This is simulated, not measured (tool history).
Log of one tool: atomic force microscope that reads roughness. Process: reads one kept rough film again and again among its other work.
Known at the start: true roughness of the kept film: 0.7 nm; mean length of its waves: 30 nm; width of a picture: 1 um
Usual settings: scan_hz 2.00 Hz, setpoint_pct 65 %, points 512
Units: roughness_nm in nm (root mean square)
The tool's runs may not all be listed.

run   hour  scan_hz  setpoint_pct  points  roughness_nm
  1    0.0     2.00            65     512         0.639
  2   18.5     2.00            65     512         0.630
  3   43.7     2.00            60     512         0.630
  4   66.0     2.00            65     497         0.641
  5   77.1     2.00            65     497         0.637
  6   95.1     2.00            65     512         0.634
  7  116.2     2.00            65     377         0.619
  8  127.4     2.00            77     377         0.590
  9  153.8     2.00            77     377         0.598
 10  168.6     2.00            77     377         0.598
 11  187.5     2.00            77     377         0.594
 12  209.4     2.00            65     512         0.638
 13  227.8     2.00            65     512         0.636
 14  242.4     2.00            65     512         0.628
 15  263.8     2.00            65     512         0.620
 16  280.3     2.00            66     512         0.636
 17  305.6     2.00            65    1022         0.634
 18  328.4     2.00            65     512         0.625
 19  350.4     2.00            65     512         0.641
 20  366.2     2.00            65     512         0.633
 21  392.4     1.78            65     395         0.628
 22  418.9     0.69            65     942         0.668
 23  431.0     3.16            75     942         0.586
 24  442.9     3.16            75     942         0.569
 25  465.1     2.78            78     259         0.560
 26  491.1     2.00            84     279         0.575
 27  512.3     2.00            61     281         0.634
 28  534.0     2.00            61     281         0.624
 29  556.4     1.47            89     332         0.587
 30  568.9     0.65            85     413         0.640
 31  580.5     1.19            68     386         0.642
 32  592.1     1.19            68     386         0.636
 33  609.0     1.19            68     386         0.632
 34  627.2     1.19            68     386         0.649
 35  638.6     1.19            68     386         0.640
 36  649.9     2.00            61     512         0.637
 37  676.7     2.00            61     512         0.629

Not shown: 9 entries that the log had between the listed runs. Between which runs, and how does the tool's hidden state differ before and after?
Between runs 3 and 4: new tip fitted (hour 63.6)
  radius of the tip, nm: 20.1 -> 11.2; height scale over the true one, %: 0.25 -> 0.27
  measured less the result without the state, roughness_nm: -0.018 -> -0.001 nm (root mean square)
Between runs 8 and 9: new tip fitted (hour 132.8)
  radius of the tip, nm: 22.2 -> 14; height scale over the true one, %: 0.3 -> 0.32
  measured less the result without the state, roughness_nm: -0.020 -> -0.005 nm (root mean square)
Between runs 11 and 12: new tip fitted (hour 202.0)
  radius of the tip, nm: 20.3 -> 11.6; height scale over the true one, %: 0.34 -> 0.35
  measured less the result without the state, roughness_nm: -0.016 -> -0.001 nm (root mean square)
Between runs 15 and 16: new tip fitted (hour 271.9)
  radius of the tip, nm: 21.5 -> 12; height scale over the true one, %: 0.39 -> 0.4
  measured less the result without the state, roughness_nm: -0.019 -> -0.001 nm (root mean square)
Between runs 18 and 19: new tip fitted (hour 342.2)
  radius of the tip, nm: 20.4 -> 12; height scale over the true one, %: 0.43 -> 0.44
  measured less the result without the state, roughness_nm: -0.016 -> -0.001 nm (root mean square)
Between runs 21 and 22: new tip fitted (hour 411.5)
  radius of the tip, nm: 19.5 -> 11.4; height scale over the true one, %: 0.47 -> 0.48
  measured less the result without the state, roughness_nm: -0.015 -> +0.000 nm (root mean square)
Between runs 25 and 26: new tip fitted (hour 480.3)
  radius of the tip, nm: 19.9 -> 12.2; height scale over the true one, %: 0.51 -> 0.53
  measured less the result without the state, roughness_nm: -0.014 -> -0.001 nm (root mean square)
Between runs 28 and 29: new tip fitted (hour 551.6)
  radius of the tip, nm: 19.7 -> 11; height scale over the true one, %: 0.55 -> 0.57
  measured less the result without the state, roughness_nm: -0.015 -> +0.002 nm (root mean square)
Between runs 33 and 34: new tip fitted (hour 620.5)
  radius of the tip, nm: 20.2 -> 11.6; height scale over the true one, %: 0.6 -> 0.61
  measured less the result without the state, roughness_nm: -0.015 -> +0.001 nm (root mean square)
